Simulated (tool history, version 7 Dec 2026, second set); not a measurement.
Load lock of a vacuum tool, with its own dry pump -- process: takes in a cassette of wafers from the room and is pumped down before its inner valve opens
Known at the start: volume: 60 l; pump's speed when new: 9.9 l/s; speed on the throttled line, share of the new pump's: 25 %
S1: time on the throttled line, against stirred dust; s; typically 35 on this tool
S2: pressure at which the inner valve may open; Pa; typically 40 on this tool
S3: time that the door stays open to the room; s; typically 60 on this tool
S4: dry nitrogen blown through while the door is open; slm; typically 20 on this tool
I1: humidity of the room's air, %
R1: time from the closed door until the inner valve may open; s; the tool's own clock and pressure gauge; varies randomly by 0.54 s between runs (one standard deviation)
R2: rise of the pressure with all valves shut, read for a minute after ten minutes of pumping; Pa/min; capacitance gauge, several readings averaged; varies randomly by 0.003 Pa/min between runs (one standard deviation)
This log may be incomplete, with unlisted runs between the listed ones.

run,hour,S1,S2,S3,S4,I1,R1,R2
1,0,35,40,60,20,45.6,79.3,0.146
2,187.1,35,40,60,20,45.9,78.6,0.152
3,406.9,35,40,60,20,48.4,73.7,0.146
4,707.4,35,40,60,20,43.8,74.5,0.154
5,1011.6,35,40,60,20,46.1,73.8,0.161
6,1368.2,35,40,26,20,43.7,74.8,0.149
7,1708.5,35,40,60,20,47.1,74.3,0.172
8,2059.7,35,40,60,20,47,73.9,0.17
9,2311.1,35,40,60,20,46.6,74.5,0.181
10,2623.2,35,40,60,20,43.3,74.1,0.179
11,2863.7,35,40,40,20,46.1,74.9,0.174
12,3029.7,35,40,40,20,43.1,74.5,0.174
13,3353.5,35,40,60,20,46.2,74.3,0.193
14,3711.3,35,40,60,20,40.6,74,0.03
15,3964.5,35,40,60,20,43.4,75,0.035
16,4238.2,35,40,60,20,42.3,74.7,0.036
17,4456.8,35,40,60,20,42.3,75.4,0.04
18,4692.1,35,40,60,20,45.5,74.7,0.042
19,4973.3,35,40,60,29,47.6,75,0.032
20,5266.5,58,30,77,29,43.5,94.2,0.043
21,5604.7,20,48,63,27,46.2,64.1,0.038
22,5785.6,20,48,63,27,42.2,63.3,0.037
23,6078.3,19,30,205,17,46.2,65.8,0.083
24,6386.5,19,30,205,17,47.7,65.8,0.085
25,6636.4,70,30,79,10,45,103.6,0.063
26,6824.4,70,30,46,27,46.8,102.9,0.04
27,7102.8,40,32,221,5,42.5,81.6,0.108
28,7265.1,32,32,72,13,45.8,75.7,0.061
29,7441.7,32,32,72,13,47.3,75.5,0.065
30,7679,32,32,72,13,42.6,75,0.057
31,7966.5,19,53,60,20,48.7,63.1,0.055
32,8301.1,19,53,60,20,46.3,62.6,0.053
33,8639.7,35,40,60,6,41.8,76.2,0.064
34,8942.5,35,40,60,6,46.5,76.4,0.08
35,9216,26,55,48,4,49,68.7,0.076
36,9459.7,26,55,48,4,44.4,67.7,0.071

Missing from the log above: 2 entries noted between runs. For each, name the pair of listed runs it sits between and say how the tool's hidden condition differs from the listed run just before to the listed run just after:
Runs 2 to 3: dry pump taken out, an overhauled one fitted (hour 327.1)
  pump's speed, % of a new pump's: 88.9 -> 99.6; leak at the door's seal, Pa l/s: 0.1128 -> 0.1156
  measured minus no-state result, R1: +4.9 -> +0.1 s; R2: +0.113 -> +0.115 Pa/min
Runs 13 to 14: door's seal changed, seat wiped (hour 3565.5)
  pump's speed, % of a new pump's: 97.6 -> 97.3; leak at the door's seal, Pa l/s: 0.1568 -> 0.0034
  measured minus no-state result, R1: +0.9 -> +1.1 s; R2: +0.153 -> +0.002 Pa/min

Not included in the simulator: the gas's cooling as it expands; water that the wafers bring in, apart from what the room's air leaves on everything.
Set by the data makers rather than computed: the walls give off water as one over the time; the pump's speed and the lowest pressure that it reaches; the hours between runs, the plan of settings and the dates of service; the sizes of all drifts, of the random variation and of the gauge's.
